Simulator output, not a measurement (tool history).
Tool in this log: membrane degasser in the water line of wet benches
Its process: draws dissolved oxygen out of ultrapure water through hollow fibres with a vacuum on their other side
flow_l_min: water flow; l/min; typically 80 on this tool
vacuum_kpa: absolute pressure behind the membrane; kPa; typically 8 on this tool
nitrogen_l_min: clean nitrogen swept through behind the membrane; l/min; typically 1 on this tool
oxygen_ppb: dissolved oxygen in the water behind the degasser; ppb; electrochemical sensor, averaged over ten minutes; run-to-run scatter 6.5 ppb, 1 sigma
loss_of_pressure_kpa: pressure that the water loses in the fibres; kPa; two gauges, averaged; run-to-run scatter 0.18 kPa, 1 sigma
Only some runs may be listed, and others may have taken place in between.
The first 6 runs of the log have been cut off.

{"run": 7, "hour": 276.8, "flow_l_min": 80, "vacuum_kpa": 8, "nitrogen_l_min": 0.96, "oxygen_ppb": 732.3, "loss_of_pressure_kpa": 34.67}
{"run": 8, "hour": 314.5, "flow_l_min": 80, "vacuum_kpa": 8, "nitrogen_l_min": 0.96, "oxygen_ppb": 725.9, "loss_of_pressure_kpa": 34.79}
{"run": 9, "hour": 377.3, "flow_l_min": 80, "vacuum_kpa": 8, "nitrogen_l_min": 0.96, "oxygen_ppb": 722.2, "loss_of_pressure_kpa": 34.6}
{"run": 10, "hour": 437.3, "flow_l_min": 80, "vacuum_kpa": 12.54, "nitrogen_l_min": 1, "oxygen_ppb": 1219.3, "loss_of_pressure_kpa": 34.85}
{"run": 11, "hour": 498.5, "flow_l_min": 127, "vacuum_kpa": 12.54, "nitrogen_l_min": 1, "oxygen_ppb": 1768.9, "loss_of_pressure_kpa": 55.08}
{"run": 12, "hour": 535.8, "flow_l_min": 80, "vacuum_kpa": 8, "nitrogen_l_min": 1, "oxygen_ppb": 700.4, "loss_of_pressure_kpa": 35.01}
{"run": 13, "hour": 598.7, "flow_l_min": 80, "vacuum_kpa": 8, "nitrogen_l_min": 1, "oxygen_ppb": 714.8, "loss_of_pressure_kpa": 34.67}
{"run": 14, "hour": 650.9, "flow_l_min": 80, "vacuum_kpa": 13.15, "nitrogen_l_min": 1, "oxygen_ppb": 1259.2, "loss_of_pressure_kpa": 34.85}
{"run": 15, "hour": 701.6, "flow_l_min": 80, "vacuum_kpa": 13.15, "nitrogen_l_min": 1, "oxygen_ppb": 1291, "loss_of_pressure_kpa": 34.55}
{"run": 16, "hour": 735.9, "flow_l_min": 80, "vacuum_kpa": 13.15, "nitrogen_l_min": 1, "oxygen_ppb": 1276.5, "loss_of_pressure_kpa": 34.63}
{"run": 17, "hour": 797.0, "flow_l_min": 119, "vacuum_kpa": 15.86, "nitrogen_l_min": 2.93, "oxygen_ppb": 1196.9, "loss_of_pressure_kpa": 51.86}
{"hour": 813.5, "done": "vacuum gauge calibrated"}
{"run": 18, "hour": 846.0, "flow_l_min": 69, "vacuum_kpa": 7.88, "nitrogen_l_min": 2.93, "oxygen_ppb": 297.5, "loss_of_pressure_kpa": 30.05}
{"run": 19, "hour": 902.8, "flow_l_min": 69, "vacuum_kpa": 7.88, "nitrogen_l_min": 2.93, "oxygen_ppb": 300.9, "loss_of_pressure_kpa": 30.02}
{"run": 20, "hour": 930.8, "flow_l_min": 51, "vacuum_kpa": 16.8, "nitrogen_l_min": 0.77, "oxygen_ppb": 1418.3, "loss_of_pressure_kpa": 22.11}
{"run": 21, "hour": 976.7, "flow_l_min": 119, "vacuum_kpa": 5.2, "nitrogen_l_min": 1, "oxygen_ppb": 659.1, "loss_of_pressure_kpa": 50.9}
{"run": 22, "hour": 1039.6, "flow_l_min": 119, "vacuum_kpa": 5.2, "nitrogen_l_min": 1.72, "oxygen_ppb": 570.8, "loss_of_pressure_kpa": 51.61}
{"run": 23, "hour": 1089.7, "flow_l_min": 119, "vacuum_kpa": 5.2, "nitrogen_l_min": 1.72, "oxygen_ppb": 569.5, "loss_of_pressure_kpa": 51.79}
{"run": 24, "hour": 1151.1, "flow_l_min": 119, "vacuum_kpa": 5.42, "nitrogen_l_min": 2.21, "oxygen_ppb": 555, "loss_of_pressure_kpa": 51.81}
{"run": 25, "hour": 1214.4, "flow_l_min": 119, "vacuum_kpa": 10.9, "nitrogen_l_min": 2.21, "oxygen_ppb": 1004.5, "loss_of_pressure_kpa": 51.36}
{"run": 26, "hour": 1269.2, "flow_l_min": 119, "vacuum_kpa": 10.9, "nitrogen_l_min": 2.21, "oxygen_ppb": 1024.9, "loss_of_pressure_kpa": 51.46}
{"run": 27, "hour": 1316.8, "flow_l_min": 119, "vacuum_kpa": 7.48, "nitrogen_l_min": 2.04, "oxygen_ppb": 765.1, "loss_of_pressure_kpa": 51.45}
{"run": 28, "hour": 1368.7, "flow_l_min": 119, "vacuum_kpa": 8.3, "nitrogen_l_min": 0.6, "oxygen_ppb": 1337.2, "loss_of_pressure_kpa": 51.78}
{"run": 29, "hour": 1423.8, "flow_l_min": 70, "vacuum_kpa": 15.79, "nitrogen_l_min": 2.83, "oxygen_ppb": 695.3, "loss_of_pressure_kpa": 30.06}
{"run": 30, "hour": 1462.8, "flow_l_min": 62, "vacuum_kpa": 5.24, "nitrogen_l_min": 2.83, "oxygen_ppb": 141.1, "loss_of_pressure_kpa": 26.93}
{"run": 31, "hour": 1523.8, "flow_l_min": 55, "vacuum_kpa": 14.57, "nitrogen_l_min": 2.41, "oxygen_ppb": 564.4, "loss_of_pressure_kpa": 23.72}

Branching from run 31: 4 alternative next runs. What would each branch give?
{"run": "A", "hour": 1576.6, "flow_l_min": 80, "vacuum_kpa": 6.36, "nitrogen_l_min": 1.08, "oxygen_ppb": "?", "loss_of_pressure_kpa": "?"}
{"run": "B", "hour": 1576.6, "flow_l_min": 58, "vacuum_kpa": 17.43, "nitrogen_l_min": 0.55, "oxygen_ppb": "?", "loss_of_pressure_kpa": "?"}
{"run": "C", "hour": 1576.6, "flow_l_min": 54, "vacuum_kpa": 5.78, "nitrogen_l_min": 0.72, "oxygen_ppb": "?", "loss_of_pressure_kpa": "?"}
{"run": "D", "hour": 1576.6, "flow_l_min": 114, "vacuum_kpa": 8, "nitrogen_l_min": 1.02, "oxygen_ppb": "?", "loss_of_pressure_kpa": "?"}

run=A oxygen_ppb=495.4 loss_of_pressure_kpa=35.04
run=B oxygen_ppb=1933.9 loss_of_pressure_kpa=25.34
run=C oxygen_ppb=343.4 loss_of_pressure_kpa=23.47
run=D oxygen_ppb=1005.1 loss_of_pressure_kpa=49.5
With no hidden state in the tool, these same runs would have given:
run=A oxygen_ppb=495.3 loss_of_pressure_kpa=35.03
run=B oxygen_ppb=1933.8 loss_of_pressure_kpa=25.34
run=C oxygen_ppb=343.3 loss_of_pressure_kpa=23.46
run=D oxygen_ppb=1004.8 loss_of_pressure_kpa=49.49
